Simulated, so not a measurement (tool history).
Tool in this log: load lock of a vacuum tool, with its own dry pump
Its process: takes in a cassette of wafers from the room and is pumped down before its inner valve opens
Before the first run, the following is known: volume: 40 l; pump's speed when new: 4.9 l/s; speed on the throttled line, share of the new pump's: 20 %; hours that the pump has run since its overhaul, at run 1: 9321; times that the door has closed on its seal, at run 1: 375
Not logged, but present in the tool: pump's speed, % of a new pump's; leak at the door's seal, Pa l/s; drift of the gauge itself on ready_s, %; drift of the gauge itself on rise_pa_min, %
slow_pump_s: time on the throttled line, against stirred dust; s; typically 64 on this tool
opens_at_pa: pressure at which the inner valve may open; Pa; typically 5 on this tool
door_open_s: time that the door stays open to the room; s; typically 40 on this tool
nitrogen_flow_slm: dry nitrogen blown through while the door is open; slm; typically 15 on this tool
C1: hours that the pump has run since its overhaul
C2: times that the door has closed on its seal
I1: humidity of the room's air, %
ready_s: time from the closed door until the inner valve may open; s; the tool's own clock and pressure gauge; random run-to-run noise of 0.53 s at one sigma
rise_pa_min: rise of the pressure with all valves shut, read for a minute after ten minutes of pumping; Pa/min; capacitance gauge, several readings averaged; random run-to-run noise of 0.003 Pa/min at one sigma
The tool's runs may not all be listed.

run 1 hour=0 | slow_pump_s=64 opens_at_pa=5 door_open_s=40 nitrogen_flow_slm=15 | C1=9321 C2=375 | I1=41.1 | ready_s=135.4 rise_pa_min=0.033
run 2 hour=257.3 | slow_pump_s=64 opens_at_pa=5 door_open_s=40 nitrogen_flow_slm=15 | C1=9578 C2=1214 | I1=44.3 | ready_s=136.2 rise_pa_min=0.05
run 3 hour=563.9 | slow_pump_s=64 opens_at_pa=5 door_open_s=40 nitrogen_flow_slm=15 | C1=9885 C2=2213 | I1=46.8 | ready_s=136.6 rise_pa_min=0.056
run 4 hour=776.7 | slow_pump_s=64 opens_at_pa=9 door_open_s=40 nitrogen_flow_slm=15 | C1=10098 C2=2906 | I1=40.4 | ready_s=130.1 rise_pa_min=0.056
run 5 hour=1094.9 | slow_pump_s=64 opens_at_pa=5 door_open_s=62 nitrogen_flow_slm=15 | C1=10416 C2=3943 | I1=47.4 | ready_s=135.6 rise_pa_min=0.08
run 6 hour=1307.5 | slow_pump_s=64 opens_at_pa=5 door_open_s=62 nitrogen_flow_slm=15 | C1=10628 C2=4635 | I1=45.6 | ready_s=136.5 rise_pa_min=0.083
run 7 hour=1508.1 | slow_pump_s=64 opens_at_pa=5 door_open_s=36 nitrogen_flow_slm=15 | C1=10829 C2=5289 | I1=45.5 | ready_s=134.6 rise_pa_min=0.081
run 8 hour=1862.9 | slow_pump_s=64 opens_at_pa=5 door_open_s=36 nitrogen_flow_slm=15 | C1=11184 C2=6445 | I1=43.3 | ready_s=137.2 rise_pa_min=0.102
run 9 hour=2120.4 | slow_pump_s=64 opens_at_pa=5 door_open_s=40 nitrogen_flow_slm=15 | C1=11441 C2=7284 | I1=45.9 | ready_s=136.3 rise_pa_min=0.121
run 10 hour=2294.1 | slow_pump_s=64 opens_at_pa=5 door_open_s=40 nitrogen_flow_slm=15 | C1=11615 C2=7850 | I1=45.6 | ready_s=136.4 rise_pa_min=0.127
run 11 hour=2576.1 | slow_pump_s=64 opens_at_pa=5 door_open_s=59 nitrogen_flow_slm=15 | C1=11897 C2=8769 | I1=48.3 | ready_s=136.9 rise_pa_min=0.145
run 12 hour=2785.2 | slow_pump_s=64 opens_at_pa=5 door_open_s=59 nitrogen_flow_slm=15 | C1=12106 C2=9450 | I1=42.7 | ready_s=136.8 rise_pa_min=0.161
run 13 hour=3093.2 | slow_pump_s=64 opens_at_pa=5 door_open_s=59 nitrogen_flow_slm=6 | C1=12414 C2=10454 | I1=46 | ready_s=137.3 rise_pa_min=0.197
run 14 hour=3382.9 | slow_pump_s=64 opens_at_pa=5 door_open_s=59 nitrogen_flow_slm=6 | C1=12704 C2=11398 | I1=45.8 | ready_s=136.6 rise_pa_min=0.221
run 15 hour=3663.6 | slow_pump_s=64 opens_at_pa=5 door_open_s=59 nitrogen_flow_slm=6 | C1=12984 C2=12312 | I1=45.3 | ready_s=137.1 rise_pa_min=0.24
run 16 hour=3942.7 | slow_pump_s=64 opens_at_pa=5 door_open_s=59 nitrogen_flow_slm=6 | C1=13264 C2=13222 | I1=45.3 | ready_s=138 rise_pa_min=0.265
run 17 hour=4118.1 | slow_pump_s=64 opens_at_pa=5 door_open_s=40 nitrogen_flow_slm=15 | C1=13439 C2=13793 | I1=45.4 | ready_s=137.6 rise_pa_min=0.239
run 18 hour=4384.1 | slow_pump_s=64 opens_at_pa=5 door_open_s=40 nitrogen_flow_slm=15 | C1=13705 C2=14660 | I1=47.6 | ready_s=138 rise_pa_min=0.271
run 19 hour=4638.3 | slow_pump_s=92 opens_at_pa=5 door_open_s=120 nitrogen_flow_slm=14 | C1=13959 C2=15488 | I1=45.5 | ready_s=159 rise_pa_min=0.315
run 20 hour=4839.9 | slow_pump_s=64 opens_at_pa=5 door_open_s=40 nitrogen_flow_slm=31 | C1=14161 C2=16145 | I1=48.1 | ready_s=138.4 rise_pa_min=0.31
run 21 hour=5140.7 | slow_pump_s=64 opens_at_pa=5 door_open_s=40 nitrogen_flow_slm=31 | C1=14462 C2=17125 | I1=49.5 | ready_s=138.9 rise_pa_min=0.334
run 22 hour=5368.3 | slow_pump_s=64 opens_at_pa=9 door_open_s=160 nitrogen_flow_slm=31 | C1=14689 C2=17866 | I1=40.7 | ready_s=132.8 rise_pa_min=0.373
run 23 hour=5547.7 | slow_pump_s=64 opens_at_pa=9 door_open_s=160 nitrogen_flow_slm=31 | C1=14869 C2=18451 | I1=47 | ready_s=133 rise_pa_min=0.393
run 24 hour=5911.6 | slow_pump_s=67 opens_at_pa=7 door_open_s=198 nitrogen_flow_slm=11 | C1=15233 C2=19637 | I1=45.2 | ready_s=138.3 rise_pa_min=0.466
run 25 hour=6253.8 | slow_pump_s=105 opens_at_pa=7 door_open_s=35 nitrogen_flow_slm=13 | C1=15575 C2=20752 | I1=44.2 | ready_s=167.3 rise_pa_min=0.441
-- hour=6413.4 door's seal changed, seat wiped
run 26 hour=6444.6 | slow_pump_s=64 opens_at_pa=5 door_open_s=30 nitrogen_flow_slm=33 | C1=15764 C2=101 | I1=48.4 | ready_s=138.5 rise_pa_min=0.018

Run 27 has not been measured yet. What should we expect?
run 27 hour=6670.2 | slow_pump_s=94 opens_at_pa=7 door_open_s=40 nitrogen_flow_slm=13 | C1=15990 C2=837 | I1=47.1 | ready_s=? rise_pa_min=?

ready_s: 158.8 s
rise_pa_min: 0.048 Pa/min
Minus the tool's unlogged condition, the same run would have read ready_s 153.8 s, rise_pa_min 0.04 Pa/min.
